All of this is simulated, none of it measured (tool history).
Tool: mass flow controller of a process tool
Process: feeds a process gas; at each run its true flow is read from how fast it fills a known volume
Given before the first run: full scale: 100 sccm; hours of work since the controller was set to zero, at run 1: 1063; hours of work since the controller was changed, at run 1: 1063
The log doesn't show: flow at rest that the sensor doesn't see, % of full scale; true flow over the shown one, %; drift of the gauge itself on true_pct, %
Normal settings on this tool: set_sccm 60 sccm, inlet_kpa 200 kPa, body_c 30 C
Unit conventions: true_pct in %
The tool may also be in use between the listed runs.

run     day  set_sccm  inlet_kpa  body_c  hours of work since the controller was set to zero  hours of work since the controller was changed  true_pct
  1   0.000        60        200      30                                                1063                                            1063     99.32
  2   2.492        60        200      30                                                1102                                            1102     99.43
  3   6.083        14        200      30                                                1157                                            1157     97.87
  4   9.075        14        200      30                                                1203                                            1203     97.89
  5  12.754        14        200      30                                                1260                                            1260     97.84
  6  16.367        14        200      30                                                1316                                            1316     97.87
  7  20.354        60        200      30                                                1377                                            1377     99.65
  8  22.667        60        200      30                                                1413                                            1413     99.76
  9  27.608        60        200      23                                                1489                                            1489    100.30
 10  31.271        60        200      23                                                1545                                            1545    100.16
 11  33.942        60        175      23                                                1587                                            1587    100.19
 12  38.067        60        175      23                                                1650                                            1650    100.30
 13  42.179        60        175      23                                                1714                                            1714    100.31
 14  44.862        60        175      23                                                1755                                            1755    100.26
 15  47.862        60        175      23                                                1801                                            1801    100.35
 16  52.579        60        239      30                                                1874                                            1874    100.20
 17  56.712        60        239      30                                                1938                                            1938    100.26
 18  59.162        60        200      30                                                1975                                            1975    100.05
 19  62.029        60        200      30                                                2020                                            2020    100.19
 20  64.783        60        200      30                                                2062                                            2062    100.05
 21  69.329        60        200      30                                                2132                                            2132    100.30
 22  73.896        60        200      30                                                2202                                            2202    100.27
 23  78.579        60        200      30                                                2275                                            2275    100.35
 24  83.079        60        200      30                                                2344                                            2344    100.46
 25  87.854        60        200      30                                                2418                                            2418    100.44

What will run 26 give?
 26  90.183        21        176      29                                                2454                                            2454         ?

For run 26 the tool returned true_pct 99.07 %.
The same run, on a tool lacking any hidden state, would have yielded true_pct 97.91 %.

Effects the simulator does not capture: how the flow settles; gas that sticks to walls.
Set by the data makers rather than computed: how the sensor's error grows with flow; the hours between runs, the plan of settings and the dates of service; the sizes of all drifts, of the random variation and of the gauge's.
